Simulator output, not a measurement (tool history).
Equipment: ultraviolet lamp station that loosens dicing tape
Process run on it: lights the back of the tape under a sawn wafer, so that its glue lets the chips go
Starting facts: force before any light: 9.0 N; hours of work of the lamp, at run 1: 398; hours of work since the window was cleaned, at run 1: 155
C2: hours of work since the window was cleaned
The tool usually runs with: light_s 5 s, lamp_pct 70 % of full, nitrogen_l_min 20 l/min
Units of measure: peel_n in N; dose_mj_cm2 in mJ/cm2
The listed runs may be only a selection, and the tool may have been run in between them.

Run 1, day 0: usual settings; hours of work of the lamp 398; C2 155. Result: peel_n 1.284 N, dose_mj_cm2 308 mJ/cm2.
Run 2, day 0.692: usual settings but light_s 3 s; hours of work of the lamp 407; C2 164. Result: peel_n 2.671 N, dose_mj_cm2 180 mJ/cm2.
Run 3, day 1.525: usual settings but light_s 3 s; hours of work of the lamp 417; C2 175. Result: peel_n 2.646 N, dose_mj_cm2 183 mJ/cm2.
Run 4, day 2.242: usual settings but light_s 3 s; hours of work of the lamp 427; C2 184. Result: peel_n 2.755 N, dose_mj_cm2 175 mJ/cm2.
Run 5, day 2.8: usual settings; hours of work of the lamp 434; C2 191. Result: peel_n 1.344 N, dose_mj_cm2 293 mJ/cm2.
Run 6, day 3.833: usual settings but light_s 3 s; hours of work of the lamp 448; C2 205. Result: peel_n 2.749 N, dose_mj_cm2 177 mJ/cm2.
Run 7, day 4.358: usual settings but light_s 3 s; hours of work of the lamp 454; C2 212. Result: peel_n 2.786 N, dose_mj_cm2 177 mJ/cm2.
Run 8, day 5.471: usual settings but light_s 3 s; hours of work of the lamp 469; C2 226. Result: peel_n 2.9 N, dose_mj_cm2 169 mJ/cm2.
Run 9, day 6.379: usual settings but light_s 7 s, lamp_pct 61 % of full, nitrogen_l_min 11 l/min; hours of work of the lamp 481; C2 238. Result: peel_n 1.497 N, dose_mj_cm2 343 mJ/cm2.
Run 10, day 6.896: usual settings but nitrogen_l_min 14 l/min; hours of work of the lamp 488; C2 245. Result: peel_n 1.755 N, dose_mj_cm2 278 mJ/cm2.
Run 11, day 7.504: usual settings but nitrogen_l_min 14 l/min; hours of work of the lamp 496; C2 253. Result: peel_n 1.813 N, dose_mj_cm2 277 mJ/cm2.
Run 12, day 8.038: usual settings but light_s 4 s, lamp_pct 66 % of full, nitrogen_l_min 13 l/min; hours of work of the lamp 503; C2 260. Result: peel_n 2.646 N, dose_mj_cm2 209 mJ/cm2.
Run 13, day 8.596: usual settings but light_s 4 s, lamp_pct 72 % of full, nitrogen_l_min 38 l/min; hours of work of the lamp 510; C2 267. Result: peel_n 1.566 N, dose_mj_cm2 224 mJ/cm2.
Run 14, day 9.696: usual settings but light_s 2 s, lamp_pct 69 % of full, nitrogen_l_min 36 l/min; hours of work of the lamp 524; C2 281. Result: peel_n 3.649 N, dose_mj_cm2 110 mJ/cm2.
Run 15, day 10.471: usual settings but light_s 2 s, lamp_pct 98 % of full, nitrogen_l_min 15 l/min; hours of work of the lamp 534; C2 292. Result: peel_n 3.614 N, dose_mj_cm2 146 mJ/cm2.

The same runs without the tool's hidden state, with the same run-to-run variation:
Hidden conditions of the tool in this case: lamp's light, % of a new lamp's; light that the window lets through, % of a clean one's; drift of the gauge itself on peel_n, %; drift of the gauge itself on dose_mj_cm2, %.
run  peel_n  dose_mj_cm2
  1    0.78          403
  2   1.849          238
  3   1.807          244
  4   1.865          237
  5   0.769          397
  6   1.821          241
  7   1.835          243
  8   1.878          237
  9     0.8          486
 10   0.959          397
 11   0.979          398
 12   1.608          302
 13   0.792          327
 14   2.447          161
 15   2.348          219
